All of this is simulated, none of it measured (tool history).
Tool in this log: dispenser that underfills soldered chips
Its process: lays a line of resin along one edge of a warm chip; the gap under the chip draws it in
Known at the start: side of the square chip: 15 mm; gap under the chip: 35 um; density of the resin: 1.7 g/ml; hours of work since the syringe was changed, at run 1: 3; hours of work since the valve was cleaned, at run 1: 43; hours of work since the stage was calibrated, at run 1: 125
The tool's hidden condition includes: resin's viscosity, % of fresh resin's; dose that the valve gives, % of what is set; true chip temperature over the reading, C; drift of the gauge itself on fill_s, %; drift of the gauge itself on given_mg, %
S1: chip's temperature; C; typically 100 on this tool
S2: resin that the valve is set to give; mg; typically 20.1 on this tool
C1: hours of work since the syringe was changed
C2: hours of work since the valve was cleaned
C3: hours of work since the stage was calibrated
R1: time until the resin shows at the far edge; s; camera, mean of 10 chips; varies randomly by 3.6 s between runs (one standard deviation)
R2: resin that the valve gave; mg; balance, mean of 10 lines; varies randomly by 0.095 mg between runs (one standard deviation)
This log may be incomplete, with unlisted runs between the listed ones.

run     day   S1    S2  C1  C2   C3     R1     R2
  1       0  100  20.1   3  43  125  434.4  19.61
      0.192  -- new syringe of resin
  2   0.246  100  20.1   1  46  128  383.3  19.49
  3   0.521  100  20.1   5  51  133  502.3  19.52
      0.558  -- new syringe of resin
  4   0.821  100    23   4  55  137  457.9  22.36
      0.921  -- new syringe of resin
  5   1.033  100    23   2  58  140  406.4  22.21
  6   1.242  100    23   5  61  143    495  21.97
      1.296  -- new syringe of resin
  7   1.475  100  21.3   3  65  147  423.1  20.43
      1.679  -- new syringe of resin
  8   1.804  100  21.3   2  70  152  413.2  20.27
      2.046  -- new syringe of resin
  9     2.2  100  19.7   2  75  157  429.3  18.82
      2.421  -- new syringe of resin
 10   2.488  100  20.1   1  80  162  383.6  19.27
 11    2.75  100  20.1   5  84  166  509.1  19.07
      2.783  -- new syringe of resin
 12   3.025  100  20.1   4  88  170  465.6  18.97
      3.167  -- new syringe of resin
 13   3.392  100  20.1   3  93  175  445.6  19.09
        3.5  -- dispensing valve cleaned and set on the balance
      3.571  -- new syringe of resin
 14   3.725  100  21.6   2   3  180  418.9  21.59
      3.933  -- new syringe of resin
 15   3.933  100  21.6   0   6  183  351.3  21.71
      4.308  -- new syringe of resin
 16   4.321   92  21.6   0  12  188  517.3  21.46
      4.688  -- new syringe of resin
 17   4.758  100  20.1   1  19  195  377.4  19.88
 18   4.971  100  20.1   4  22  198  472.4  19.85
      5.058  -- new syringe of resin
 19    5.25  100    19   3  26  202    444  18.56
      5.421  -- new syringe of resin
 20   5.592  101  20.7   3  31  207  402.6  20.15
      5.783  -- new syringe of resin
 21   5.979  101  23.9   3  37  213  410.4  23.41
      6.146  -- new syringe of resin
 22   6.325  109  17.6   3  42  218  292.1  17.06
      6.538  -- new syringe of resin
 23   6.588   93  26.1   1  46  222  499.4  25.39
 24   6.804   93  26.1   4  49  226  626.4  25.34
      6.917  -- new syringe of resin
 25   7.096   99  19.4   3  54  230  448.7  18.69
      7.296  -- new syringe of resin
 26   7.296  108  17.8   0  56  233    251   17.1
      7.671  -- new syringe of resin
 27   7.692  108  17.8   0  62  239  258.5  17.14
      8.046  -- new syringe of resin
 28   8.046  106    22   0  68  244  260.9   20.9
 29   8.246  109  21.5   3  71  247  279.3  20.54
      8.412  -- new syringe of resin
 30     8.5   97  18.2   1  74  251  444.9  17.37
      8.792  -- new syringe of resin
 31   8.908   97  18.2   2  81  257  474.6  17.34
      9.158  -- new syringe of resin
 32   9.292   97  18.2   2  86  263  484.3  16.98
      9.529  -- new syringe of resin
 33    9.65   97  18.2   2  92  268  462.5  17.08
      9.871  -- dispensing valve cleaned and set on the balance
      9.942  -- new syringe of resin
 34   9.979  100  21.8   1   1  272  357.9  21.62
     10.308  -- new syringe of resin
 35  10.392  114  24.6   1   8  278  197.1  24.64

Each row is a separate what-if for the run after 35, all from the same tool condition, not one after another. Results?
     10.671  -- new syringe of resin
  A  10.721  100    19   1  13  283   ?   ?
     10.671  -- new syringe of resin
  B  10.721  112  24.6   1  13  283   ?   ?
     10.671  -- new syringe of resin
  C  10.721   89  18.5   1  13  283   ?   ?

run     R1     R2
  A  366.4  18.69
  B  209.9  24.42
  C  613.2   18.4
Had the tool no hidden state, the same runs would have come out as:
run     R1     R2
  A  360.4  18.87
  B  206.2  24.65
  C  604.5  18.58
